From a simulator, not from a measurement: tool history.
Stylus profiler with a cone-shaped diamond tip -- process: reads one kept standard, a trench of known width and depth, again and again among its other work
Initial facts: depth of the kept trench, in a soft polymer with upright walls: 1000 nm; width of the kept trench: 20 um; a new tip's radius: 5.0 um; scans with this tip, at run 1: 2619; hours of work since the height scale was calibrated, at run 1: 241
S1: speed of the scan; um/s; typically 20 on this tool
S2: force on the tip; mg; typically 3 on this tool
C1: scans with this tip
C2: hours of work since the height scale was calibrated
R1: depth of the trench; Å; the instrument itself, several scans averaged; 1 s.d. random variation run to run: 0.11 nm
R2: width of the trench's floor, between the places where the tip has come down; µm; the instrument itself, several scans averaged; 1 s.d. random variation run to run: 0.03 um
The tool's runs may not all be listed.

run	hour	S1	S2	C1	C2	R1	R2
1	0	20	3	2619	241	10064.2	12.02
2	13.5	20	3	2697	249	10062.9	11.97
3	20.8	20	3	2740	252	10065.5	11.95
4	33.4	20	3	2814	259	10066.4	11.93
5	42.7	20	3	2868	264	10063	11.9
6	56.7	20	3	2950	272	10065.6	11.8
7	69.8	20	2.9	3026	279	10064.6	11.75
8	82.9	20	2.9	3103	286	10062.8	11.72
9	90.7	20	3	3148	290	10064.3	11.76
10	103.7	20	3	3224	297	10066	11.61
11	112.4	20	7.43	3275	302	10121.5	11.67
12	124.8	20	3.94	3348	308	10078	11.61
13	132.3	5	3.94	3392	312	10079.1	11.61
14	140.8	5	3.94	3441	317	10078.5	11.6
15	147.5	20	5.72	3480	321	10100.8	11.53
16	160.7	39	3	3557	328	10064.4	11.4
17	177	39	3	3652	336	10065.7	11.38
18	193.3	20	4.42	3748	345	10083.1	11.4
19	209.5	20	8.8	3842	354	10135.5	11.34
20	224.5	20	2.16	3930	362	10048.4	11.18
21	238.2	20	2.16	4010	369	10051.1	11.15
22	248.8	20	2.16	4072	375	10049.7	11.14
23	255.4	20	2.16	4111	379	10050.8	11.11
24	268.3	20	2.16	4186	386	10048.8	11.07
25	284.3	12	1.26	4279	394	10033.7	11.07
26	293.8	12	1.26	4335	399	10033	10.99
27	304	76	1.2	4395	405	10030.8	10.68
28	312.6	6	1.84	4445	410	10043.3	10.96
29	322.3	6	1.84	4501	415	10043.9	10.97
30	333.2	74	1.17	4565	421	10030.8	10.62
31	345.3	10	6.66	4636	427	10111.1	10.93
32	358.8	10	6.66	4715	434	10110.7	10.89
33	369.3	6	4.34	4776	440	10082.7	10.82
34	376.5	6	3.94	4818	444	10075.3	10.79
35	391	15	6.49	4903	452	10110.1	10.74
36	403.9	7	1.55	4978	459	10037.8	10.69
37	419	5	4.11	5066	467	10077.7	10.66
38	431.8	50	3.22	5141	474	10063.5	10.49
39	439.6	40	3	5187	478	10061.9	10.55
40	447.7	35	3	5234	482	10060.6	10.51
41	457.8	48	2.87	5293	488	10058.5	10.41
42	472.8	48	2.87	5380	496	10060.1	10.38
43	483	5	2.37	5440	501	10052.4	10.53
44	496.4	6	2.79	5518	508	10058.1	10.44
45	507	27	1.33	5580	514	10030.6	10.28
46	517.7	27	1.33	5643	520	10031.8	10.3
47	531.8	55	1.19	5725	527	10031	10.16

Branching from run 47: 3 alternative next runs. What would each branch give?
A	546.4	19	1.19	5811	535	?	?
B	546.4	12	2.7	5811	535	?	?
C	546.4	12	5.41	5811	535	?	?

run	R1	R2
A	10029.3	10.24
B	10056.6	10.26
C	10096.9	10.27
The same runs, with their run-to-run variation unchanged, on a tool lacking any hidden condition would have given:
run	R1	R2
A	10037.2	13.94
B	10064.6	13.96
C	10104.9	13.96
